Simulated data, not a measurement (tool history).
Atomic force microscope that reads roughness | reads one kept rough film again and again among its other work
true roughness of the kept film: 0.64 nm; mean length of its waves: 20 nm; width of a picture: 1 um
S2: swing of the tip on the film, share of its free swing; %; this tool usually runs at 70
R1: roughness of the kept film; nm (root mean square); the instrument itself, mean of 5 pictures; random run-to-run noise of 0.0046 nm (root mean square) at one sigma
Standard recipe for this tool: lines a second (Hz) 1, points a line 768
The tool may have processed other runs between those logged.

Run 1, hour 0: usual settings. Result: R1 0.548 nm (root mean square).
Run 2, hour 12.6: usual settings. Result: R1 0.534 nm (root mean square).
Run 3, hour 29.5: usual settings. Result: R1 0.526 nm (root mean square).
Run 4, hour 45.2: usual settings. Result: R1 0.507 nm (root mean square).
Run 5, hour 57.7: usual settings. Result: R1 0.497 nm (root mean square).
Run 6, hour 73.4: usual settings. Result: R1 0.492 nm (root mean square).
Run 7, hour 88.8: usual settings but lines a second (Hz) 2.58, S2 72 %, points a line 448. Result: R1 0.45 nm (root mean square).
At hour 98.9: new tip fitted.
Run 8, hour 98.9: usual settings but lines a second (Hz) 3.5, S2 84 %, points a line 280. Result: R1 0.45 nm (root mean square).
Run 9, hour 109.9: usual settings but lines a second (Hz) 3.5, S2 84 %, points a line 280. Result: R1 0.448 nm (root mean square).
Run 10, hour 122.3: usual settings but lines a second (Hz) 3.5, S2 84 %, points a line 280. Result: R1 0.447 nm (root mean square).
Run 11, hour 136.1: usual settings but lines a second (Hz) 0.59, S2 65 %, points a line 663. Result: R1 0.566 nm (root mean square).
Run 12, hour 153.6: usual settings but lines a second (Hz) 3.23, S2 83 %. Result: R1 0.449 nm (root mean square).

Below are 4 alternative next runs, each starting from the tool's condition after run 12. Predict each:
Run A, hour 167.3: usual settings but points a line 1017. Result: R1 ?.
Run B, hour 167.3: usual settings but lines a second (Hz) 1.01. Result: R1 ?.
Run C, hour 167.3: usual settings but lines a second (Hz) 0.63, S2 83 %, points a line 799. Result: R1 ?.
Run D, hour 167.3: usual settings but lines a second (Hz) 1.37, S2 83 %. Result: R1 ?.

run     R1
  A  0.518
  B  0.536
  C  0.517
  D  0.488
What these runs would have given with no unlogged condition in the tool:
run     R1
  A  0.572
  B  0.591
  C  0.571
  D  0.539
